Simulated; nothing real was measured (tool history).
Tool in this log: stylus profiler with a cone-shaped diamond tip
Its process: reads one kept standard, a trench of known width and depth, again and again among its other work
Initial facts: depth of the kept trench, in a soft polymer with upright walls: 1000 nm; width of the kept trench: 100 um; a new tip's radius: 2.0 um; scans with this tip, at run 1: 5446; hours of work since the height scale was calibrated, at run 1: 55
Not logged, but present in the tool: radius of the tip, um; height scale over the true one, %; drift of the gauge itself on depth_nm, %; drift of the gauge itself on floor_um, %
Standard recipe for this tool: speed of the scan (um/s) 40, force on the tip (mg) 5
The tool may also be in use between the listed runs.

run	hour	speed of the scan (um/s)	force on the tip (mg)	scans with this tip	hours of work since the height scale was calibrated	depth of the trench (angstrom)	width of the trench's floor (um)
1	0	40	5	5446	55	10179.4	95.84
2	38.4	40	5	5573	78	10179.1	95.82
3	79.6	40	5	5709	103	10182.2	95.78
4	131	40	6.21	5879	134	10208.4	95.8
5	198.9	40	6.21	6104	176	10211.4	95.75
6	239.8	40	6.21	6239	200	10207.1	95.76
7	287.6	11	5	6398	229	10184.8	95.84
8	317.1	11	5	6495	247	10188.3	95.82
9	376.6	14	5	6692	283	10186.3	95.74
10	433	14	5	6879	317	10191.1	95.79
11	462.3	14	5	6976	335	10188.2	95.75
12	502.1	14	5	7108	359	10193.9	95.7
13	554.3	40	5	7281	391	10191	95.71
14	608.9	40	13.88	7461	424	10363.9	95.69
15	654.2	40	13.88	7611	452	10367.2	95.62
16	691.4	40	5	7734	474	10197	95.6
17	742.4	40	6.51	7903	505	10226.9	95.62
18	789.7	22	5	8060	534	10200	95.63
19	840.9	22	11.44	8229	565	10332.9	95.61
20	897.5	22	5.15	8416	599	10209.4	95.63
21	944.9	22	5.15	8573	628	10205.8	95.5
22	992.6	40	5	8731	657	10205.9	95.52
23	1044.5	40	7.11	8903	688	10253.1	95.53
24	1109.8	40	7.11	9119	728	10259.6	95.54
25	1175.9	30	7.84	9338	768	10277.4	95.5
26	1205	23	2.38	9434	785	10146.6	95.49
27	1238.1	40	3.64	9544	806	10181.1	95.4
28	1300.6	40	3.64	9750	843	10180	95.37
29	1340.1	40	3.64	9881	867	10181.4	95.41
30	1367.3	13	4.81	9971	884	10214.2	95.48
31	1427.8	147	10.58	10171	921	10331.7	95.19
# hour 1451.2: height scale calibrated on a step standard
32	1485.3	147	10.58	10360	21	10287.7	95.26
33	1551.6	147	10.58	10580	61	10291.1	95.23
34	1602.8	147	10.58	10749	92	10288.2	95.21
35	1663.5	12	4.7	10950	129	10169.5	95.34
36	1698.6	17	3.43	11066	150	10142.5	95.37
37	1757.2	11	9.66	11260	185	10274.2	95.31
38	1805.8	11	9.66	11421	215	10275.3	95.27
39	1840.4	11	9.66	11535	236	10275	95.33
40	1894	58	3.61	11713	268	10152.2	95.2
41	1927	66	9.29	11822	288	10271	95.21
42	1967.7	102	2.97	11957	313	10137.1	95.07
43	2007.8	116	12.11	12089	337	10326.7	95.12
44	2063.4	95	12.04	12273	371	10325.5	95.13
45	2095.6	95	12.04	12380	391	10326.2	95.09
46	2151.8	47	1.9	12566	425	10109.9	95.11
47	2190.9	47	3.79	12695	448	10167.4	95.09

A few steps of depth of the trench (angstrom) between consecutive runs. Split each: what settings, incoming material and random variation would produce without the hidden state, and what is left over for the hidden state, along with gauge scatter present in only one of the two compared results (measured, and without hidden state):
Run 13 -> 14: force on the tip (mg) 5 -> 13.88. depth of the trench (angstrom) +172.9: hidden state +2.2, all else +170.7.
Run 30 -> 31: speed of the scan (um/s) 13 -> 147, force on the tip (mg) 4.81 -> 10.58. depth of the trench (angstrom) +117.5: hidden state +2.3, all else +115.2.
Run 31 -> 32: height scale calibrated on a step standard. depth of the trench (angstrom) -44: hidden state -47.7, all else +3.7.
Run 42 -> 43: speed of the scan (um/s) 102 -> 116, force on the tip (mg) 2.97 -> 12.11. depth of the trench (angstrom) +189.6: hidden state +1.4, all else +188.2.
Run 45 -> 46: speed of the scan (um/s) 95 -> 47, force on the tip (mg) 12.04 -> 1.9. depth of the trench (angstrom) -216.3: hidden state +1.3, all else -217.6.
